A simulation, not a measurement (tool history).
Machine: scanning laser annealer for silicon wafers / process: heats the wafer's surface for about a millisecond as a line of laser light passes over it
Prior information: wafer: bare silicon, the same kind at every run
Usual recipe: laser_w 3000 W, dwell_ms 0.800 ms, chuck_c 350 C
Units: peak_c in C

run 1 hour=0.0 | laser_w=3000 dwell_ms=0.800 chuck_c=350 | peak_c=1044
run 2 hour=34.3 | laser_w=3000 dwell_ms=0.800 chuck_c=350 | peak_c=1046
run 3 hour=68.5 | laser_w=3000 dwell_ms=0.800 chuck_c=350 | peak_c=1044
run 4 hour=97.7 | laser_w=3000 dwell_ms=0.800 chuck_c=350 | peak_c=1043
run 5 hour=143.0 | laser_w=3000 dwell_ms=0.800 chuck_c=350 | peak_c=1041
run 6 hour=185.2 | laser_w=3000 dwell_ms=0.800 chuck_c=350 | peak_c=1037
run 7 hour=219.1 | laser_w=3270 dwell_ms=0.800 chuck_c=350 | peak_c=1110
run 8 hour=247.4 | laser_w=3270 dwell_ms=0.800 chuck_c=350 | peak_c=1109
run 9 hour=275.2 | laser_w=3061 dwell_ms=0.800 chuck_c=350 | peak_c=1053
run 10 hour=307.6 | laser_w=3061 dwell_ms=0.800 chuck_c=350 | peak_c=1050
run 11 hour=355.6 | laser_w=3061 dwell_ms=0.800 chuck_c=350 | peak_c=1044
run 12 hour=405.7 | laser_w=3000 dwell_ms=0.800 chuck_c=350 | peak_c=1030
run 13 hour=453.3 | laser_w=3000 dwell_ms=0.800 chuck_c=350 | peak_c=1029
run 14 hour=496.1 | laser_w=3000 dwell_ms=0.800 chuck_c=350 | peak_c=1028
run 15 hour=519.8 | laser_w=2902 dwell_ms=0.800 chuck_c=350 | peak_c=1002
run 16 hour=564.3 | laser_w=2902 dwell_ms=0.800 chuck_c=350 | peak_c=1000
run 17 hour=605.4 | laser_w=3000 dwell_ms=0.938 chuck_c=350 | peak_c=1085
run 18 hour=653.4 | laser_w=2629 dwell_ms=0.800 chuck_c=350 | peak_c=928
run 19 hour=700.2 | laser_w=2629 dwell_ms=0.800 chuck_c=350 | peak_c=926
run 20 hour=739.4 | laser_w=2629 dwell_ms=0.800 chuck_c=350 | peak_c=924
run 21 hour=767.2 | laser_w=3196 dwell_ms=0.995 chuck_c=350 | peak_c=1155
run 22 hour=789.9 | laser_w=3196 dwell_ms=0.864 chuck_c=354 | peak_c=1102
-- hour=815.4 window over the wafer cleaned
run 23 hour=844.5 | laser_w=3000 dwell_ms=0.800 chuck_c=344 | peak_c=1039
run 24 hour=888.7 | laser_w=2841 dwell_ms=0.571 chuck_c=354 | peak_c=899
run 25 hour=928.0 | laser_w=2841 dwell_ms=0.568 chuck_c=351 | peak_c=892
run 26 hour=958.3 | laser_w=2841 dwell_ms=0.568 chuck_c=351 | peak_c=892
run 27 hour=999.1 | laser_w=3232 dwell_ms=0.689 chuck_c=386 | peak_c=1077
run 28 hour=1024.4 | laser_w=2750 dwell_ms=0.604 chuck_c=350 | peak_c=885
run 29 hour=1063.8 | laser_w=2691 dwell_ms=0.561 chuck_c=350 | peak_c=852
run 30 hour=1090.2 | laser_w=2691 dwell_ms=0.825 chuck_c=376 | peak_c=989
run 31 hour=1130.0 | laser_w=2714 dwell_ms=0.919 chuck_c=379 | peak_c=1030
run 32 hour=1160.7 | laser_w=2714 dwell_ms=0.919 chuck_c=379 | peak_c=1029
run 33 hour=1206.9 | laser_w=2714 dwell_ms=0.624 chuck_c=379 | peak_c=911
run 34 hour=1249.0 | laser_w=3027 dwell_ms=0.800 chuck_c=350 | peak_c=1036
run 35 hour=1288.7 | laser_w=2634 dwell_ms=0.892 chuck_c=350 | peak_c=962
run 36 hour=1339.7 | laser_w=2678 dwell_ms=0.598 chuck_c=376 | peak_c=882
run 37 hour=1388.1 | laser_w=2964 dwell_ms=0.758 chuck_c=350 | peak_c=995
run 38 hour=1439.3 | laser_w=2964 dwell_ms=0.758 chuck_c=350 | peak_c=992
run 39 hour=1484.5 | laser_w=3000 dwell_ms=0.800 chuck_c=358 | peak_c=1025
run 40 hour=1512.7 | laser_w=3000 dwell_ms=0.692 chuck_c=350 | peak_c=963

Predict each of these 3 candidate next runs independently; none follows another, all start after run 40:
-- hour=1522.8 optics aligned, line set to its width
run A hour=1543.3 | laser_w=3000 dwell_ms=0.619 chuck_c=350 | peak_c=?
-- hour=1522.8 optics aligned, line set to its width
run B hour=1543.3 | laser_w=3229 dwell_ms=0.793 chuck_c=319 | peak_c=?
-- hour=1522.8 optics aligned, line set to its width
run C hour=1543.3 | laser_w=2699 dwell_ms=0.661 chuck_c=350 | peak_c=?

run=A peak_c=948
run=B peak_c=1059
run=C peak_c=895
With the hidden condition removed and each run's random variation left untouched, the same runs would have given:
run=A peak_c=975
run=B peak_c=1092
run=C peak_c=919

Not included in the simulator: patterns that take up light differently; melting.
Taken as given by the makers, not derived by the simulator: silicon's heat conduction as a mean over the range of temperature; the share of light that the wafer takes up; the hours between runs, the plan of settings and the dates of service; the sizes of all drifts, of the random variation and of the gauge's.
